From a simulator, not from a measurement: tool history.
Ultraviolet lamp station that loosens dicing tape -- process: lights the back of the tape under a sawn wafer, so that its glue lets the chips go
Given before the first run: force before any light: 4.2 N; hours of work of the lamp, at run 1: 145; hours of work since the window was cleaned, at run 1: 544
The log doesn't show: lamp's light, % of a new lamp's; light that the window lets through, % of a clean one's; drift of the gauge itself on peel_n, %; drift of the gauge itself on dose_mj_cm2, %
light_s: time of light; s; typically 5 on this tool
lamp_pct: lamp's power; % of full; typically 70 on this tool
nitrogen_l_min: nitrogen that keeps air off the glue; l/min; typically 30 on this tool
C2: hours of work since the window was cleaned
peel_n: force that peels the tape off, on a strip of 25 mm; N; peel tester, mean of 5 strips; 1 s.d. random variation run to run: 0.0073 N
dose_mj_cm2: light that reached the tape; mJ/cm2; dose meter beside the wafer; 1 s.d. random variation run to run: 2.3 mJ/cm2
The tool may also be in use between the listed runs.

run 1 hour=0 | light_s=5 lamp_pct=70 nitrogen_l_min=30 | hours_of_work_of_the_lamp=145 C2=544 | peel_n=0.277 dose_mj_cm2=226
run 2 hour=5 | light_s=5 lamp_pct=92 nitrogen_l_min=30 | hours_of_work_of_the_lamp=147 C2=546 | peel_n=0.187 dose_mj_cm2=300
run 3 hour=10.4 | light_s=5 lamp_pct=92 nitrogen_l_min=30 | hours_of_work_of_the_lamp=150 C2=549 | peel_n=0.183 dose_mj_cm2=302
run 4 hour=16.9 | light_s=5 lamp_pct=92 nitrogen_l_min=30 | hours_of_work_of_the_lamp=153 C2=553 | peel_n=0.179 dose_mj_cm2=298
run 5 hour=24.2 | light_s=5 lamp_pct=92 nitrogen_l_min=30 | hours_of_work_of_the_lamp=157 C2=556 | peel_n=0.182 dose_mj_cm2=299
run 6 hour=28 | light_s=5 lamp_pct=92 nitrogen_l_min=30 | hours_of_work_of_the_lamp=159 C2=558 | peel_n=0.178 dose_mj_cm2=302
run 7 hour=32.1 | light_s=5 lamp_pct=92 nitrogen_l_min=30 | hours_of_work_of_the_lamp=161 C2=561 | peel_n=0.194 dose_mj_cm2=297
run 8 hour=39.3 | light_s=9 lamp_pct=92 nitrogen_l_min=30 | hours_of_work_of_the_lamp=165 C2=564 | peel_n=0.142 dose_mj_cm2=538
run 9 hour=43.5 | light_s=9 lamp_pct=92 nitrogen_l_min=30 | hours_of_work_of_the_lamp=167 C2=567 | peel_n=0.146 dose_mj_cm2=540
run 10 hour=48.3 | light_s=9 lamp_pct=92 nitrogen_l_min=30 | hours_of_work_of_the_lamp=170 C2=569 | peel_n=0.152 dose_mj_cm2=541
run 11 hour=56.3 | light_s=4 lamp_pct=92 nitrogen_l_min=30 | hours_of_work_of_the_lamp=174 C2=573 | peel_n=0.251 dose_mj_cm2=239
run 12 hour=61.1 | light_s=3 lamp_pct=70 nitrogen_l_min=30 | hours_of_work_of_the_lamp=176 C2=576 | peel_n=0.663 dose_mj_cm2=136
run 13 hour=66.2 | light_s=3 lamp_pct=70 nitrogen_l_min=30 | hours_of_work_of_the_lamp=179 C2=578 | peel_n=0.65 dose_mj_cm2=134
run 14 hour=73.6 | light_s=3 lamp_pct=70 nitrogen_l_min=12 | hours_of_work_of_the_lamp=183 C2=582 | peel_n=0.978 dose_mj_cm2=137
run 15 hour=78.2 | light_s=3 lamp_pct=70 nitrogen_l_min=12 | hours_of_work_of_the_lamp=185 C2=585 | peel_n=0.979 dose_mj_cm2=137
run 16 hour=84.7 | light_s=7 lamp_pct=73 nitrogen_l_min=19 | hours_of_work_of_the_lamp=189 C2=588 | peel_n=0.192 dose_mj_cm2=330
run 17 hour=92.9 | light_s=4 lamp_pct=73 nitrogen_l_min=14 | hours_of_work_of_the_lamp=193 C2=592 | peel_n=0.518 dose_mj_cm2=186

Below are 5 alternative next runs, each starting from the tool's condition after run 17. Predict each:
run A hour=97.1 | light_s=6 lamp_pct=99 nitrogen_l_min=53 | hours_of_work_of_the_lamp=195 C2=594 | peel_n=? dose_mj_cm2=?
run B hour=97.1 | light_s=4 lamp_pct=100 nitrogen_l_min=27 | hours_of_work_of_the_lamp=195 C2=594 | peel_n=? dose_mj_cm2=?
run C hour=97.1 | light_s=5 lamp_pct=95 nitrogen_l_min=30 | hours_of_work_of_the_lamp=195 C2=594 | peel_n=? dose_mj_cm2=?
run D hour=97.1 | light_s=2 lamp_pct=93 nitrogen_l_min=26 | hours_of_work_of_the_lamp=195 C2=594 | peel_n=? dose_mj_cm2=?
run E hour=97.1 | light_s=2 lamp_pct=73 nitrogen_l_min=14 | hours_of_work_of_the_lamp=195 C2=594 | peel_n=? dose_mj_cm2=?

run=A peel_n=0.153 dose_mj_cm2=385
run=B peel_n=0.23 dose_mj_cm2=260
run=C peel_n=0.188 dose_mj_cm2=307
run=D peel_n=0.841 dose_mj_cm2=121
run=E peel_n=1.346 dose_mj_cm2=95
With no hidden state in the tool, these same runs would have given:
run=A peel_n=0.153 dose_mj_cm2=385
run=B peel_n=0.23 dose_mj_cm2=260
run=C peel_n=0.187 dose_mj_cm2=308
run=D peel_n=0.84 dose_mj_cm2=121
run=E peel_n=1.345 dose_mj_cm2=95

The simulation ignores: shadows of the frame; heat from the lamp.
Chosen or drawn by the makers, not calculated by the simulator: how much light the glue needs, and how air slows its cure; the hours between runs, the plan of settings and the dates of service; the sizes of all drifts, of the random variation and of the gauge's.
